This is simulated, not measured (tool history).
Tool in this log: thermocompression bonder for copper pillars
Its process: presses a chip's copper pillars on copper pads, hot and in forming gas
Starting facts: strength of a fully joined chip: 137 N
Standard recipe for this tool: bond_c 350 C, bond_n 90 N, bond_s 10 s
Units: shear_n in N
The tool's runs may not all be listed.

run 1 day=0.000 | bond_c=350 bond_n=90 bond_s=10 | shear_n=53.0
run 2 day=0.667 | bond_c=328 bond_n=90 bond_s=10 | shear_n=40.4
run 3 day=1.054 | bond_c=350 bond_n=98 bond_s=10 | shear_n=56.9
run 4 day=1.467 | bond_c=350 bond_n=55 bond_s=10 | shear_n=30.9
run 5 day=1.983 | bond_c=350 bond_n=90 bond_s=10 | shear_n=51.8
run 6 day=2.417 | bond_c=353 bond_n=90 bond_s=10 | shear_n=52.4
run 7 day=2.758 | bond_c=350 bond_n=116 bond_s=10 | shear_n=63.9
run 8 day=3.054 | bond_c=350 bond_n=116 bond_s=10 | shear_n=64.8
run 9 day=3.396 | bond_c=350 bond_n=90 bond_s=18 | shear_n=61.5
run 10 day=3.988 | bond_c=350 bond_n=108 bond_s=18 | shear_n=72.8
-- day=4.112 force cell calibrated
run 11 day=4.429 | bond_c=350 bond_n=108 bond_s=18 | shear_n=74.6
run 12 day=4.738 | bond_c=350 bond_n=102 bond_s=10 | shear_n=58.0
run 13 day=5.312 | bond_c=350 bond_n=90 bond_s=10 | shear_n=50.7
run 14 day=5.862 | bond_c=350 bond_n=90 bond_s=10 | shear_n=49.8
run 15 day=6.146 | bond_c=350 bond_n=78 bond_s=10 | shear_n=43.4
run 16 day=6.646 | bond_c=350 bond_n=78 bond_s=10 | shear_n=42.7
-- day=6.762 force cell calibrated, once more
run 17 day=7.162 | bond_c=357 bond_n=106 bond_s=27 | shear_n=79.7
run 18 day=7.788 | bond_c=354 bond_n=110 bond_s=10 | shear_n=58.4
run 19 day=8.412 | bond_c=360 bond_n=76 bond_s=27 | shear_n=62.0
-- day=8.750 forming gas filter changed
run 20 day=9.012 | bond_c=360 bond_n=76 bond_s=27 | shear_n=71.4
run 21 day=9.633 | bond_c=333 bond_n=76 bond_s=27 | shear_n=51.2
run 22 day=10.333 | bond_c=350 bond_n=72 bond_s=17 | shear_n=49.6
run 23 day=10.942 | bond_c=367 bond_n=70 bond_s=16 | shear_n=55.0
run 24 day=11.296 | bond_c=350 bond_n=92 bond_s=10 | shear_n=49.6
run 25 day=11.679 | bond_c=350 bond_n=90 bond_s=26 | shear_n=68.7
run 26 day=12.254 | bond_c=350 bond_n=101 bond_s=13 | shear_n=60.1
run 27 day=12.596 | bond_c=351 bond_n=69 bond_s=6 | shear_n=29.7
run 28 day=12.962 | bond_c=331 bond_n=107 bond_s=7 | shear_n=39.4
run 29 day=13.458 | bond_c=380 bond_n=110 bond_s=23 | shear_n=95.3

Selected run-to-run steps in shear_n, each split into two signed amounts: the part the tool would show with no hidden state at all (from settings, incoming material and random variation), and the remainder, which goes to the hidden state together with any gauge scatter not common to the measured and the hidden-state-free results:
Hidden state at play: true temperature of the bond over the reading, C; force that reaches the chip, % of what is set; oxide that the forming gas leaves, % of the face; drift of the gauge itself on shear_n, %.
Run 16 -> 17: bond_c 350 -> 357, bond_n 78 -> 106, bond_s 10 -> 27, force cell calibrated, once more. shear_n +37.0 N: hidden state -7.4, all else +44.4.
Run 19 -> 20: forming gas filter changed. shear_n +9.4 N: hidden state +7.2, all else +2.2.
Run 28 -> 29: bond_c 331 -> 380, bond_n 107 -> 110, bond_s 7 -> 23. shear_n +55.9 N: hidden state -4.1, all else +60.0.
